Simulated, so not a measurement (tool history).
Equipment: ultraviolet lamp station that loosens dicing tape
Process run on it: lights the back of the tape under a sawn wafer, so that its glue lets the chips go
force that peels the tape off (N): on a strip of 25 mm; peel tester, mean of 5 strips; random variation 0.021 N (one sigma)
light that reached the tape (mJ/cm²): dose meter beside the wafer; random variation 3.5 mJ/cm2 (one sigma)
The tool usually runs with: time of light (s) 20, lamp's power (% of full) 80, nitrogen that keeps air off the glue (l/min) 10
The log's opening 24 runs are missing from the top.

run	hour	time of light (s)	lamp's power (% of full)	nitrogen that keeps air off the glue (l/min)	hours of work of the lamp	hours of work since the window was cleaned	force that peels the tape off (N)	light that reached the tape (mJ/cm²)
25	898.8	14	76	14	1260	370	3.332	238
26	948.7	14	76	14	1280	391	3.492	239
27	976	38	64	14	1292	402	0.869	534
28	1030.6	38	66	12	1314	424	0.953	542
29	1062.6	33	87	7	1327	437	1.207	610
30	1116	33	87	7	1349	459	1.208	610
31	1149.7	23	89	4	1363	473	3.189	426
32	1191.6	35	89	5	1380	490	1.442	638
33	1239.5	35	89	5	1400	510	1.525	635
# hour 1268.3: window cleaned of glue's vapour
34	1279.9	13	87	5	1416	5	4.352	270
35	1326.5	13	87	5	1436	24	4.615	267
36	1359.8	20	68	7	1449	38	3.36	322
37	1389.8	27	71	5	1462	50	2.659	445

Alternative continuations, all from the tool just after run 37; predict every row:
A	1417.4	20	71	5	1473	61	?	?
B	1417.4	31	94	12	1473	61	?	?
C	1417.4	27	87	5	1473	61	?	?

run	force that peels the tape off (N)	light that reached the tape (mJ/cm²)
A	3.755	323
B	0.576	681
C	1.992	542
Stripped of hidden state, with their random variation kept, the same runs would have yielded:
run	force that peels the tape off (N)	light that reached the tape (mJ/cm²)
A	2.19	496
B	0.199	1042
C	0.852	830
